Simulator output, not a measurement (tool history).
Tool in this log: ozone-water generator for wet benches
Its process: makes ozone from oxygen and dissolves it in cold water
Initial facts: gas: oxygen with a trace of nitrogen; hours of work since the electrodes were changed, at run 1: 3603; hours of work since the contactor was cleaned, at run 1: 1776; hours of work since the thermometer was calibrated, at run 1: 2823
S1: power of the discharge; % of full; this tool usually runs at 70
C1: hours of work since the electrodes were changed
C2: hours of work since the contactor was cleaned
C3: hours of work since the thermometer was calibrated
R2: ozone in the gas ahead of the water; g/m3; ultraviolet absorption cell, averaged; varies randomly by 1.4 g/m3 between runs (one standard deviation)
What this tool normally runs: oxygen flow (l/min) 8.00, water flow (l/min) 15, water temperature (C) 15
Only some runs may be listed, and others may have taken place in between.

run 1 hour=0.0 | S1=70 oxygen_flow_(l/min)=8.00 water_flow_(l/min)=15 water_temperature_(C)=15 | C1=3603 C2=1776 C3=2823 | dissolved_ozone_(ppm)=36.5 R2=212.6
-- hour=97.2 water thermometer calibrated
run 2 hour=117.0 | S1=70 oxygen_flow_(l/min)=8.00 water_flow_(l/min)=15 water_temperature_(C)=15 | C1=3687 C2=1860 C3=14 | dissolved_ozone_(ppm)=36.5 R2=211.0
run 3 hour=188.6 | S1=70 oxygen_flow_(l/min)=8.00 water_flow_(l/min)=15 water_temperature_(C)=15 | C1=3739 C2=1912 C3=66 | dissolved_ozone_(ppm)=36.6 R2=211.4
run 4 hour=294.9 | S1=70 oxygen_flow_(l/min)=8.00 water_flow_(l/min)=15 water_temperature_(C)=15 | C1=3816 C2=1989 C3=143 | dissolved_ozone_(ppm)=36.1 R2=210.3
run 5 hour=389.1 | S1=70 oxygen_flow_(l/min)=8.00 water_flow_(l/min)=15 water_temperature_(C)=15 | C1=3884 C2=2057 C3=211 | dissolved_ozone_(ppm)=36.4 R2=209.1
run 6 hour=448.5 | S1=70 oxygen_flow_(l/min)=8.00 water_flow_(l/min)=15 water_temperature_(C)=15 | C1=3927 C2=2100 C3=254 | dissolved_ozone_(ppm)=35.8 R2=208.1
run 7 hour=586.3 | S1=70 oxygen_flow_(l/min)=8.00 water_flow_(l/min)=11 water_temperature_(C)=15 | C1=4027 C2=2200 C3=354 | dissolved_ozone_(ppm)=43.1 R2=206.7
-- hour=627.2 contactor cleaned
run 8 hour=676.3 | S1=70 oxygen_flow_(l/min)=8.00 water_flow_(l/min)=11 water_temperature_(C)=15 | C1=4089 C2=36 C3=416 | dissolved_ozone_(ppm)=44.1 R2=206.3
run 9 hour=810.2 | S1=70 oxygen_flow_(l/min)=8.00 water_flow_(l/min)=11 water_temperature_(C)=15 | C1=4186 C2=132 C3=513 | dissolved_ozone_(ppm)=42.9 R2=204.4
run 10 hour=922.2 | S1=70 oxygen_flow_(l/min)=8.00 water_flow_(l/min)=11 water_temperature_(C)=15 | C1=4267 C2=213 C3=594 | dissolved_ozone_(ppm)=43.5 R2=205.7
run 11 hour=1068.1 | S1=70 oxygen_flow_(l/min)=8.00 water_flow_(l/min)=15 water_temperature_(C)=15 | C1=4372 C2=319 C3=699 | dissolved_ozone_(ppm)=36.0 R2=203.2
run 12 hour=1168.4 | S1=70 oxygen_flow_(l/min)=8.00 water_flow_(l/min)=11 water_temperature_(C)=15 | C1=4445 C2=392 C3=772 | dissolved_ozone_(ppm)=42.7 R2=200.2
run 13 hour=1277.5 | S1=70 oxygen_flow_(l/min)=8.00 water_flow_(l/min)=19 water_temperature_(C)=15 | C1=4524 C2=471 C3=851 | dissolved_ozone_(ppm)=30.4 R2=200.4
run 14 hour=1377.0 | S1=70 oxygen_flow_(l/min)=8.00 water_flow_(l/min)=19 water_temperature_(C)=15 | C1=4596 C2=542 C3=923 | dissolved_ozone_(ppm)=30.2 R2=200.5
run 15 hour=1508.7 | S1=70 oxygen_flow_(l/min)=8.00 water_flow_(l/min)=19 water_temperature_(C)=15 | C1=4691 C2=638 C3=1018 | dissolved_ozone_(ppm)=30.0 R2=198.9
run 16 hour=1571.3 | S1=70 oxygen_flow_(l/min)=8.00 water_flow_(l/min)=19 water_temperature_(C)=15 | C1=4736 C2=683 C3=1064 | dissolved_ozone_(ppm)=30.2 R2=198.3
run 17 hour=1706.8 | S1=70 oxygen_flow_(l/min)=8.00 water_flow_(l/min)=19 water_temperature_(C)=15 | C1=4834 C2=781 C3=1162 | dissolved_ozone_(ppm)=29.4 R2=195.1
run 18 hour=1767.8 | S1=70 oxygen_flow_(l/min)=8.01 water_flow_(l/min)=19 water_temperature_(C)=15 | C1=4878 C2=825 C3=1206 | dissolved_ozone_(ppm)=29.8 R2=198.0
run 19 hour=1835.4 | S1=89 oxygen_flow_(l/min)=13.80 water_flow_(l/min)=20 water_temperature_(C)=7 | C1=4927 C2=874 C3=1255 | dissolved_ozone_(ppm)=34.9 R2=167.2
run 20 hour=1938.1 | S1=89 oxygen_flow_(l/min)=13.80 water_flow_(l/min)=20 water_temperature_(C)=7 | C1=5002 C2=948 C3=1329 | dissolved_ozone_(ppm)=34.5 R2=163.7
-- hour=2003.0 electrodes of the discharge changed
run 21 hour=2057.1 | S1=89 oxygen_flow_(l/min)=13.80 water_flow_(l/min)=20 water_temperature_(C)=7 | C1=39 C2=1030 C3=1411 | dissolved_ozone_(ppm)=46.3 R2=218.9
run 22 hour=2186.9 | S1=55 oxygen_flow_(l/min)=13.80 water_flow_(l/min)=20 water_temperature_(C)=19 | C1=133 C2=1124 C3=1505 | dissolved_ozone_(ppm)=26.1 R2=159.3
run 23 hour=2273.1 | S1=70 oxygen_flow_(l/min)=8.00 water_flow_(l/min)=16 water_temperature_(C)=19 | C1=195 C2=1186 C3=1567 | dissolved_ozone_(ppm)=39.0 R2=246.8
run 24 hour=2344.7 | S1=70 oxygen_flow_(l/min)=8.00 water_flow_(l/min)=16 water_temperature_(C)=19 | C1=247 C2=1238 C3=1619 | dissolved_ozone_(ppm)=39.0 R2=249.5
run 25 hour=2404.8 | S1=72 oxygen_flow_(l/min)=4.98 water_flow_(l/min)=16 water_temperature_(C)=19 | C1=291 C2=1282 C3=1662 | dissolved_ozone_(ppm)=41.6 R2=328.9
run 26 hour=2550.7 | S1=43 oxygen_flow_(l/min)=9.28 water_flow_(l/min)=16 water_temperature_(C)=19 | C1=396 C2=1387 C3=1768 | dissolved_ozone_(ppm)=27.0 R2=166.4
run 27 hour=2622.1 | S1=43 oxygen_flow_(l/min)=9.28 water_flow_(l/min)=16 water_temperature_(C)=19 | C1=448 C2=1439 C3=1819 | dissolved_ozone_(ppm)=27.0 R2=166.7
run 28 hour=2740.3 | S1=43 oxygen_flow_(l/min)=9.28 water_flow_(l/min)=16 water_temperature_(C)=19 | C1=533 C2=1524 C3=1905 | dissolved_ozone_(ppm)=26.9 R2=165.1
run 29 hour=2801.8 | S1=94 oxygen_flow_(l/min)=9.28 water_flow_(l/min)=16 water_temperature_(C)=11 | C1=578 C2=1569 C3=1949 | dissolved_ozone_(ppm)=52.6 R2=271.8
run 30 hour=2886.5 | S1=94 oxygen_flow_(l/min)=9.28 water_flow_(l/min)=16 water_temperature_(C)=11 | C1=639 C2=1630 C3=2011 | dissolved_ozone_(ppm)=52.5 R2=272.8
run 31 hour=2969.2 | S1=54 oxygen_flow_(l/min)=13.34 water_flow_(l/min)=15 water_temperature_(C)=20 | C1=699 C2=1690 C3=2070 | dissolved_ozone_(ppm)=28.2 R2=157.2
run 32 hour=3043.8 | S1=64 oxygen_flow_(l/min)=13.34 water_flow_(l/min)=15 water_temperature_(C)=21 | C1=753 C2=1744 C3=2124 | dissolved_ozone_(ppm)=31.0 R2=174.2
run 33 hour=3141.4 | S1=88 oxygen_flow_(l/min)=9.52 water_flow_(l/min)=15 water_temperature_(C)=21 | C1=824 C2=1815 C3=2195 | dissolved_ozone_(ppm)=41.7 R2=257.2

Below are 3 alternative next runs, each starting from the tool's condition after run 33. Predict each:
run A hour=3246.4 | S1=91 oxygen_flow_(l/min)=12.02 water_flow_(l/min)=15 water_temperature_(C)=8 | C1=900 C2=1891 C3=2271 | dissolved_ozone_(ppm)=? R2=?
run B hour=3246.4 | S1=70 oxygen_flow_(l/min)=4.46 water_flow_(l/min)=15 water_temperature_(C)=21 | C1=900 C2=1891 C3=2271 | dissolved_ozone_(ppm)=? R2=?
run C hour=3246.4 | S1=76 oxygen_flow_(l/min)=6.41 water_flow_(l/min)=15 water_temperature_(C)=15 | C1=900 C2=1891 C3=2271 | dissolved_ozone_(ppm)=? R2=?

run=A dissolved_ozone_(ppm)=53.1 R2=229.8
run=B dissolved_ozone_(ppm)=40.3 R2=336.9
run=C dissolved_ozone_(ppm)=45.1 R2=289.3
Had the tool no hidden state, the same runs would have come out as:
run=A dissolved_ozone_(ppm)=58.0 R2=242.6
run=B dissolved_ozone_(ppm)=43.6 R2=352.8
run=C dissolved_ozone_(ppm)=48.9 R2=303.7

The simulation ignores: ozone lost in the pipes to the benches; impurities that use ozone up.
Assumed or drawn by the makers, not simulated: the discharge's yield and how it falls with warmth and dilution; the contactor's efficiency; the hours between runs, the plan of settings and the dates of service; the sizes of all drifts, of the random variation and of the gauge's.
